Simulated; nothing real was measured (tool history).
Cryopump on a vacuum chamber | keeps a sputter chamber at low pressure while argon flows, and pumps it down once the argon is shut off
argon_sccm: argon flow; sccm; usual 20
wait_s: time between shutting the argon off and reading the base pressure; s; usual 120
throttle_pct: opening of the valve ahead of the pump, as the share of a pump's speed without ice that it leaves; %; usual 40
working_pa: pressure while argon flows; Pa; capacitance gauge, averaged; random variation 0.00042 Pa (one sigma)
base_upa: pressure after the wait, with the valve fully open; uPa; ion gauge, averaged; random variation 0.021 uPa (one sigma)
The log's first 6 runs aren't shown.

run   hour  argon_sccm  wait_s  throttle_pct  hours of work since the pump was warmed up and emptied  hours of work since the cold head was overhauled  hours of work since the chamber's fittings were tightened  working_pa  base_upa
  7  178.6          20     120            22                                                     747                                               747                                                        943      0.0788      1.37
  8  216.4          20     120            22                                                     768                                               768                                                        964      0.0791      1.45
  9  241.9          20     120            22                                                     782                                               782                                                        978      0.0795      1.44
 10  279.2          20     120            33                                                     803                                               803                                                        999      0.0534      1.45
 11  299.5          20     141            40                                                     814                                               814                                                       1010      0.0453      1.42
 12  327.5          20     120            24                                                     830                                               830                                                       1026      0.0733      1.56
 13  370.0          20     120            21                                                     854                                               854                                                       1049      0.0830      1.54
 14  399.3          20     120            21                                                     870                                               870                                                       1066      0.0834      1.58
 15  428.5          20     120            21                                                     886                                               886                                                       1082      0.0832      1.58
 16  455.6          20     120            21                                                     901                                               901                                                       1097      0.0846      1.59
 17  479.2          22      50            36                                                     915                                               915                                                       1110      0.0558      2.07
 18  501.6          20      46            27                                                     927                                               927                                                       1123      0.0663      2.14
 19  544.2           9     233            19                                                     951                                               951                                                       1147      0.0418      1.48
 20  563.4          20     264            20                                                     962                                               962                                                       1157      0.0874      1.51
 21  596.6          20     264            20                                                     980                                               980                                                       1176      0.0879      1.59
 22  626.3          20     264            20                                                     997                                               997                                                       1192      0.0881      1.62
     652.2  -- leaking fittings of the chamber tightened, without venting
 23  652.2          20     120            54                                                    1010                                              1010                                                          0      0.0360      0.53
 24  692.3          19      30            29                                                    1032                                              1032                                                         22      0.0600      1.50
 25  725.7          17      30            29                                                    1051                                              1051                                                         41      0.0533      1.47

The next listed run, before its measurement:
 26  751.0          15      26            40                                                    1065                                              1065                                                         55           ?         ?

{"run 26": {"working_pa": 0.0355, "base_upa": 1.69}}
Without the tool's hidden state the same run would have given working_pa 0.0311 Pa, base_upa 1.55 uPa.

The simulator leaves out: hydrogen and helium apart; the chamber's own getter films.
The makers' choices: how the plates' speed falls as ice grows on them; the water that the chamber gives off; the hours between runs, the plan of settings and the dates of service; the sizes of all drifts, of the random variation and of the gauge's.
